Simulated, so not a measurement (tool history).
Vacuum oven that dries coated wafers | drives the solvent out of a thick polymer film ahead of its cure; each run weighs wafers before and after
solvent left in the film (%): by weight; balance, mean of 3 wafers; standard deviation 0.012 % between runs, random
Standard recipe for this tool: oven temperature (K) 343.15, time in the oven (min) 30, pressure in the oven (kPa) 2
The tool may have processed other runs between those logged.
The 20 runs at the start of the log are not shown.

run	hour	oven temperature (K)	time in the oven (min)	pressure in the oven (kPa)	solvent left in the film (%)
21	823.5	343.15	30	2.84	1.91
22	858.7	343.15	30	3.12	2.06
23	900.9	343.15	30	2	1.49
24	923.4	341.15	30	1.95	1.69
25	971	346.15	30	1.95	1.16
26	1013.5	355.15	48	2.26	0.81
# hour 1020: vacuum gauge cleaned of residue and calibrated
27	1040.9	343.15	30	1.09	1.02
28	1070.1	343.15	36	1.03	0.83
29	1095.6	356.15	22	2	0.75
# hour 1118.1: oven's thermocouples calibrated
30	1123.4	341.15	21	1.14	2.32
31	1164.2	329.15	49	6.14	7.56
32	1202.5	343.15	19	1.16	2.2
33	1243.6	343.15	19	1.16	2.2
34	1288.2	340.15	53	3.66	2.67
35	1315.2	346.15	28	1.34	1.09
# hour 1338.5: vacuum gauge cleaned of residue and calibrated, once more
36	1360.4	346.15	28	1.34	0.99
37	1402.3	335.15	39	1.34	1.91
38	1428.9	337.15	15	3.71	5.8
39	1469.7	337.15	15	3.71	5.8
40	1498.6	337.15	15	3.71	5.83
41	1541.9	343.15	30	3.38	2.35

Run 42 is up next; what results do you expect?
42	1566.5	340.15	30	2	?

Run 42 came out at solvent left in the film (%) 2.03.
Were there no unlogged condition in the tool, this run, its random variation unchanged, would have produced solvent left in the film (%) 1.97.
